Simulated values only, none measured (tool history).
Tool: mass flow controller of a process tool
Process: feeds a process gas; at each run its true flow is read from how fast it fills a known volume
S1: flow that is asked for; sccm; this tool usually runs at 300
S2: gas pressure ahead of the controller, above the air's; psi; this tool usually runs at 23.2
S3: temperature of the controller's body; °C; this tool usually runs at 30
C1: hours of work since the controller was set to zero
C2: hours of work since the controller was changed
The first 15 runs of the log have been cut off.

{"run": 16, "day": 107.554, "S1": 300, "S2": 39, "S3": 30, "C1": 961, "C2": 6642, "true flow (%)": 98.63}
{"run": 17, "day": 114.621, "S1": 300, "S2": 39, "S3": 30, "C1": 1066, "C2": 6747, "true flow (%)": 98.61}
{"run": 18, "day": 118.662, "S1": 300, "S2": 26, "S3": 30, "C1": 1126, "C2": 6807, "true flow (%)": 98.21}
{"run": 19, "day": 124.538, "S1": 300, "S2": 26, "S3": 30, "C1": 1213, "C2": 6894, "true flow (%)": 98.27}
{"run": 20, "day": 129.838, "S1": 300, "S2": 26, "S3": 30, "C1": 1292, "C2": 6972, "true flow (%)": 98.24}
{"run": 21, "day": 138.325, "S1": 300, "S2": 38.9, "S3": 30, "C1": 1418, "C2": 7098, "true flow (%)": 98.54}
{"run": 22, "day": 146.629, "S1": 300, "S2": 38.9, "S3": 29, "C1": 1541, "C2": 7222, "true flow (%)": 98.48}
{"run": 23, "day": 155.283, "S1": 300, "S2": 23.2, "S3": 21, "C1": 1670, "C2": 7350, "true flow (%)": 97.7}
{"run": 24, "day": 159.567, "S1": 300, "S2": 23.2, "S3": 21, "C1": 1733, "C2": 7414, "true flow (%)": 97.69}

Run 25 has not been measured yet. What should we expect?
{"day": 161.262, "done": "controller exchanged for a calibrated one"}
{"run": 25, "day": 163.658, "S1": 300, "S2": 31.9, "S3": 35, "C1": 36, "C2": 36, "true flow (%)": "?"}

For run 25 the tool returned true flow (%) 98.75.
Minus the tool's unlogged condition, the same run would have read true flow (%) 98.75.

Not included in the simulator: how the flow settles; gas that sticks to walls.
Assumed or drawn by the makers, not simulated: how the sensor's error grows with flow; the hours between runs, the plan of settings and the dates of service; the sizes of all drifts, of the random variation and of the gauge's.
